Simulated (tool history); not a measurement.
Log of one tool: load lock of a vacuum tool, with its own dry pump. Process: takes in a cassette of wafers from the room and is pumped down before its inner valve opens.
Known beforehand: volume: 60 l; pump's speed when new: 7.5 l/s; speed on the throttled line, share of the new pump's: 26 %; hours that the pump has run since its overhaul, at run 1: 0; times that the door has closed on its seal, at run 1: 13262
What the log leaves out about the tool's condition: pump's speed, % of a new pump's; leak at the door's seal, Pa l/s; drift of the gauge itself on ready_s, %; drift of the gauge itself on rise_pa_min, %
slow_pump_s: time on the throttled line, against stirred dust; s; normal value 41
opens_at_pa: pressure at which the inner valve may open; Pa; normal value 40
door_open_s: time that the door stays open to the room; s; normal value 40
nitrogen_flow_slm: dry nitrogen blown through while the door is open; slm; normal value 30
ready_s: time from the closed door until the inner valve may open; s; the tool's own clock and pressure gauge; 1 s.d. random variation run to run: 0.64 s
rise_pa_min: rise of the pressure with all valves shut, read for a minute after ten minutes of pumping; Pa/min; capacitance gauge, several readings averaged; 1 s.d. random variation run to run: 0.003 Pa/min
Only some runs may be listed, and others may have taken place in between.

| run | day | slow_pump_s | opens_at_pa | door_open_s | nitrogen_flow_slm | hours that the pump has run since its overhaul | times that the door has closed on its seal | incoming humidity of the room's air, % | ready_s | rise_pa_min |
|---|---|---|---|---|---|---|---|---|---|---|
| 1 | 0 | 41 | 40 | 40 | 30 | 0 | 13262 | 39.6 | 92.5 | 0.092 |
| 2 | 15.95 | 41 | 40 | 40 | 30 | 383 | 14926 | 44.3 | 92.7 | 0.108 |
| 3 | 33.592 | 41 | 40 | 40 | 30 | 806 | 16766 | 43.4 | 93.2 | 0.119 |
| 4 | 45.304 | 41 | 40 | 40 | 30 | 1087 | 17988 | 45.8 | 91.8 | 0.135 |
| 5 | 63.454 | 41 | 32 | 40 | 30 | 1523 | 19881 | 42.1 | 95.2 | 0.15 |
| 6 | 81.883 | 41 | 32 | 40 | 30 | 1965 | 21803 | 44.9 | 95.2 | 0.177 |
| 7 | 99.246 | 41 | 32 | 40 | 30 | 2382 | 23614 | 44.1 | 95.6 | 0.191 |
| 8 | 110.488 | 41 | 32 | 40 | 30 | 2652 | 24787 | 44.6 | 96.6 | 0.213 |
| 9 | 129.683 | 41 | 32 | 40 | 30 | 3112 | 26789 | 44.9 | 96.1 | 0.24 |
| 10 | 147.067 | 41 | 62 | 40 | 30 | 3530 | 28602 | 45.3 | 90.4 | 0.258 |
| 11 | 157.012 | 41 | 40 | 40 | 30 | 3768 | 29640 | 45.3 | 94.5 | 0.266 |
| 12 | 170.308 | 41 | 40 | 40 | 30 | 4087 | 31027 | 40.6 | 95.3 | 0.291 |
| 13 | 186.908 | 41 | 40 | 40 | 30 | 4486 | 32758 | 47.4 | 95.6 | 0.323 |
| 14 | 202.808 | 41 | 40 | 40 | 30 | 4867 | 34417 | 45.8 | 96.2 | 0.342 |
| 15 | 218.471 | 41 | 40 | 40 | 30 | 5243 | 36051 | 43.9 | 97.4 | 0.361 |
| 16 | 233.908 | 41 | 40 | 40 | 30 | 5614 | 37661 | 44.1 | 96.8 | 0.387 |
| 17 | 246.246 | 41 | 40 | 40 | 30 | 5910 | 38947 | 46.7 | 98.1 | 0.41 |
| 18 | 256.096 | 41 | 40 | 89 | 30 | 6146 | 39975 | 46.5 | 97.4 | 0.438 |
| 19 | 273.442 | 41 | 40 | 89 | 30 | 6563 | 41784 | 47.3 | 99.2 | 0.459 |
| 20 | 293.958 | 58 | 40 | 148 | 12 | 7055 | 43925 | 45.7 | 111.6 | 0.528 |
| 21 | 314.121 | 58 | 34 | 129 | 12 | 7539 | 46028 | 42.1 | 111.6 | 0.533 |
| 22 | 334.817 | 41 | 58 | 40 | 30 | 8036 | 48186 | 46 | 95.2 | 0.583 |
| 23 | 346.008 | 70 | 45 | 40 | 36 | 8304 | 49354 | 45 | 118.9 | 0.607 |
|  | 356.988 | door's seal changed, seat wiped |
| 24 | 366.233 | 29 | 68 | 34 | 45 | 8788 | 965 | 43 | 86.3 | 0.012 |
| 25 | 387.133 | 34 | 44 | 40 | 30 | 9290 | 3145 | 46.8 | 93.9 | 0.024 |
| 26 | 403.396 | 34 | 44 | 44 | 14 | 9680 | 4841 | 45 | 95.7 | 0.035 |
| 27 | 423.275 | 34 | 44 | 44 | 14 | 10157 | 6915 | 48.2 | 96.3 | 0.048 |
| 28 | 435.238 | 41 | 76 | 45 | 30 | 10444 | 8162 | 44.2 | 95.8 | 0.049 |
| 29 | 451.308 | 41 | 71 | 72 | 30 | 10830 | 9839 | 44.5 | 95.8 | 0.057 |
| 30 | 472.942 | 80 | 71 | 128 | 30 | 11349 | 12095 | 47.2 | 125.7 | 0.078 |
| 31 | 494.754 | 26 | 65 | 46 | 7 | 11873 | 14371 | 42.1 | 88.4 | 0.101 |
| 32 | 507.817 | 74 | 65 | 144 | 23 | 12186 | 15733 | 43.5 | 121.4 | 0.116 |
| 33 | 519.55 | 74 | 65 | 144 | 23 | 12468 | 16957 | 46.7 | 121.5 | 0.128 |
| 34 | 532.142 | 74 | 65 | 141 | 20 | 12770 | 18270 | 43.7 | 122.7 | 0.143 |
| 35 | 543.638 | 74 | 65 | 56 | 20 | 13046 | 19470 | 44.6 | 121.9 | 0.141 |
| 36 | 557.058 | 74 | 65 | 56 | 20 | 13368 | 20869 | 44.5 | 123 | 0.165 |
| 37 | 569.471 | 74 | 65 | 56 | 20 | 13666 | 22164 | 46.6 | 121.8 | 0.178 |

Consider 4 possible next runs. They are alternatives, not a sequence: every one starts from the tool as it was left by run 37. What does each give?
| A | 588.175 | 27 | 62 | 44 | 30 | 14115 | 24115 | 47.1 | ? | ? |
| B | 588.175 | 74 | 33 | 56 | 10 | 14115 | 24115 | 44.3 | ? | ? |
| C | 588.175 | 41 | 75 | 40 | 4 | 14115 | 24115 | 46.5 | ? | ? |
| D | 588.175 | 74 | 32 | 56 | 21 | 14115 | 24115 | 45 | ? | ? |

| run | ready_s | rise_pa_min |
|---|---|---|
| A | 92 | 0.197 |
| B | 129.1 | 0.207 |
| C | 98.6 | 0.198 |
| D | 131.1 | 0.191 |
Without the tool's unlogged condition, the same runs would have read:
| run | ready_s | rise_pa_min |
|---|---|---|
| A | 79.7 | 0.008 |
| B | 118.7 | 0.019 |
| C | 87.7 | 0.015 |
| D | 120.5 | 0.006 |

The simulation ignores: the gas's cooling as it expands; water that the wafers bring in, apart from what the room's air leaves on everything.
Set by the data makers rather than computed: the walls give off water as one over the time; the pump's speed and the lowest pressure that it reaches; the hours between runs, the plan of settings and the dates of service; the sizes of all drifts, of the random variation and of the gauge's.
